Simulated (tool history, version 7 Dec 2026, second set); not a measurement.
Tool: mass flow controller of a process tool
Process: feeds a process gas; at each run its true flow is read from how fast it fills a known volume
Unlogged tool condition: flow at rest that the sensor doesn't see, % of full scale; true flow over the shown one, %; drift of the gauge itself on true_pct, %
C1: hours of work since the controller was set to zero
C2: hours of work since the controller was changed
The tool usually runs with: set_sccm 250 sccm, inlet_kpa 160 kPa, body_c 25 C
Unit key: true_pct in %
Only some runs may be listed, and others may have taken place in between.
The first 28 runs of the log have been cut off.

Run 29, hour 2995.5: usual settings but body_c 33 C; C1 6217; C2 6217. Result: true_pct 99.16 %.
Run 30, hour 3145.2: usual settings but body_c 33 C; C1 6326; C2 6326. Result: true_pct 99.09 %.
Run 31, hour 3228.3: usual settings but body_c 33 C; C1 6386; C2 6386. Result: true_pct 98.98 %.
Run 32, hour 3375.9: usual settings but set_sccm 474 sccm, inlet_kpa 269 kPa; C1 6494; C2 6494. Result: true_pct 99.77 %.
Run 33, hour 3472.0: usual settings but set_sccm 244 sccm, inlet_kpa 213 kPa, body_c 21 C; C1 6563; C2 6563. Result: true_pct 97.78 %.
Run 34, hour 3591.4: usual settings but set_sccm 59 sccm, inlet_kpa 218 kPa; C1 6650; C2 6650. Result: true_pct 96.93 %.
Run 35, hour 3718.0: usual settings but set_sccm 63 sccm, inlet_kpa 222 kPa, body_c 26 C; C1 6742; C2 6742. Result: true_pct 97.04 %.
Run 36, hour 3835.2: usual settings but set_sccm 107 sccm, inlet_kpa 153 kPa, body_c 34 C; C1 6827; C2 6827. Result: true_pct 98.26 %.
Run 37, hour 3917.0: usual settings but set_sccm 107 sccm, inlet_kpa 153 kPa, body_c 34 C; C1 6886; C2 6886. Result: true_pct 98.19 %.

Consider 3 possible next runs. They are alternatives, not a sequence: every one starts from the tool as it was left by run 37. What does each give?
Run A, hour 4039.7: usual settings but set_sccm 242 sccm, inlet_kpa 170 kPa, body_c 22 C; C1 6975; C2 6975. Result: true_pct ?.
Run B, hour 4039.7: usual settings but set_sccm 107 sccm, inlet_kpa 167 kPa, body_c 37 C; C1 6975; C2 6975. Result: true_pct ?.
Run C, hour 4039.7: usual settings but body_c 21 C; C1 6975; C2 6975. Result: true_pct ?.

run  true_pct
  A     98.07
  B     98.33
  C     98.23
Stripped of hidden state, with their random variation kept, the same runs would have yielded:
run  true_pct
  A     98.10
  B     98.37
  C     98.25
